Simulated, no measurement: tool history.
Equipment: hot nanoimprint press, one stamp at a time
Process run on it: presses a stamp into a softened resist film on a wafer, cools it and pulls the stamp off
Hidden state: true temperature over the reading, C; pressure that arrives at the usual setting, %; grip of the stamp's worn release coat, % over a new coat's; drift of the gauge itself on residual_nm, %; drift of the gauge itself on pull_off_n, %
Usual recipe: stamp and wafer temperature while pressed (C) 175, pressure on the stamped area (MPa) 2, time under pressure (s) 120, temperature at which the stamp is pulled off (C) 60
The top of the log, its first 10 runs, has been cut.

| run | hour | stamp and wafer temperature while pressed (C) | pressure on the stamped area (MPa) | time under pressure (s) | temperature at which the stamp is pulled off (C) | hours of work since the thermocouple was calibrated | imprints on the stamp's release coat | hours of work since the press's seals were changed | resist left under the stamp's widest pad (angstrom) | greatest force while the stamp is pulled off (N) |
|---|---|---|---|---|---|---|---|---|---|---|
| 11 | 257.6 | 181 | 2 | 89 | 46 | 373 | 1015 | 141 | 1890 | 167 |
| 12 | 289.8 | 181 | 2 | 105 | 46 | 389 | 1128 | 156 | 1801 | 171 |
|  | 300.8 | plate thermocouple calibrated |
| 13 | 308.2 | 181 | 2 | 105 | 46 | 4 | 1182 | 164 | 1713 | 167 |
| 14 | 335.3 | 175 | 1.46 | 120 | 60 | 17 | 1277 | 177 | 2282 | 128 |
| 15 | 358.3 | 175 | 2 | 120 | 46 | 28 | 1357 | 188 | 2090 | 165 |
|  | 381.5 | stamp cleaned and given a new release coat |
| 16 | 387.7 | 175 | 2 | 120 | 46 | 39 | 21 | 200 | 2090 | 140 |
| 17 | 419.1 | 175 | 2 | 120 | 46 | 55 | 131 | 215 | 2084 | 146 |
| 18 | 448.9 | 174 | 1.39 | 66 | 51 | 69 | 236 | 229 | 2745 | 133 |
| 19 | 475.5 | 168 | 1.44 | 131 | 66 | 82 | 329 | 242 | 2737 | 96 |
| 20 | 503.2 | 168 | 1.42 | 120 | 60 | 95 | 426 | 256 | 2801 | 110 |
| 21 | 525.5 | 175 | 1.46 | 120 | 60 | 106 | 504 | 267 | 2304 | 111 |
| 22 | 551.5 | 166 | 2 | 220 | 53 | 119 | 595 | 279 | 2425 | 137 |
| 23 | 584 | 166 | 2 | 220 | 53 | 135 | 709 | 295 | 2421 | 139 |
| 24 | 609.2 | 166 | 2.59 | 123 | 65 | 147 | 798 | 307 | 2629 | 106 |
| 25 | 625 | 175 | 2.24 | 120 | 60 | 155 | 853 | 315 | 2031 | 123 |
| 26 | 643.9 | 175 | 1.42 | 217 | 60 | 164 | 919 | 324 | 1952 | 126 |
| 27 | 676.3 | 167 | 1.42 | 119 | 60 | 180 | 1033 | 340 | 2897 | 124 |
| 28 | 697.8 | 170 | 1.45 | 129 | 60 | 190 | 1108 | 350 | 2662 | 126 |
| 29 | 727.4 | 170 | 1.45 | 81 | 56 | 204 | 1212 | 365 | 2889 | 138 |
| 30 | 749.4 | 168 | 2 | 120 | 59 | 215 | 1289 | 375 | 2652 | 134 |
| 31 | 785.3 | 179 | 2 | 120 | 58 | 232 | 1415 | 393 | 1816 | 141 |

What if the next run were any one of these 3? Each begins from the tool's condition after run 31:
|  | 794.2 | stamp cleaned and given a new release coat |
| A | 819.3 | 172 | 2.07 | 120 | 53 | 246 | 88 | 406 | ? | ? |
|  | 794.2 | stamp cleaned and given a new release coat |
| B | 819.3 | 180 | 1.83 | 120 | 60 | 246 | 88 | 406 | ? | ? |
|  | 794.2 | stamp cleaned and given a new release coat |
| C | 819.3 | 178 | 3.08 | 120 | 58 | 246 | 88 | 406 | ? | ? |

| run | resist left under the stamp's widest pad (angstrom) | greatest force while the stamp is pulled off (N) |
|---|---|---|
| A | 2347 | 127 |
| B | 1818 | 114 |
| C | 1632 | 111 |
With the hidden condition removed and each run's random variation left untouched, the same runs would have given:
| run | resist left under the stamp's widest pad (angstrom) | greatest force while the stamp is pulled off (N) |
|---|---|---|
| A | 2299 | 124 |
| B | 1774 | 112 |
| C | 1578 | 109 |
